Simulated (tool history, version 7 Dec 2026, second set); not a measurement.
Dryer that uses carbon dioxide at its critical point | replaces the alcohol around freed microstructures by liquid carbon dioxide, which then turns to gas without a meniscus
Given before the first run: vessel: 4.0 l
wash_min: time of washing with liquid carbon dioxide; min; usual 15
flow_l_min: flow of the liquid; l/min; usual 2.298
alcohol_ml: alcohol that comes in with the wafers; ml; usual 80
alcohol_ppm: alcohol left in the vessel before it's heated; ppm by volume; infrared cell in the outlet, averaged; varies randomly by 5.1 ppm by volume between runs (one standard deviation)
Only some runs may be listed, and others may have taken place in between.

run  hour  wash_min  flow_l_min  alcohol_ml  alcohol_ppm
  1     0        15       2.298          80          105
  2   7.8        15       2.298          80          111
  3  16.4        15       2.298          80          107
  4  21.7        15       2.298          80          110
  5  26.9        15       2.298          80          111
  6  33.5        15       2.298          80          110
  7    43        23        1.65          22           60
  8  48.2        16        3.72          25           47
  9  52.6        12         3.1          56           82
 10  57.5        15         1.9         101          282
 11    65        15        2.46          80           98

Alternative continuations, all from the tool just after run 11; predict every row:
  A  69.8        15        2.78          74            ?
  B  69.8         9        2.46          80            ?
  C  69.8        13        3.21          58            ?

run  alcohol_ppm
  A           64
  B          563
  C           61
Without the tool's hidden state the same runs would have given:
run  alcohol_ppm
  A           13
  B          417
  C           12
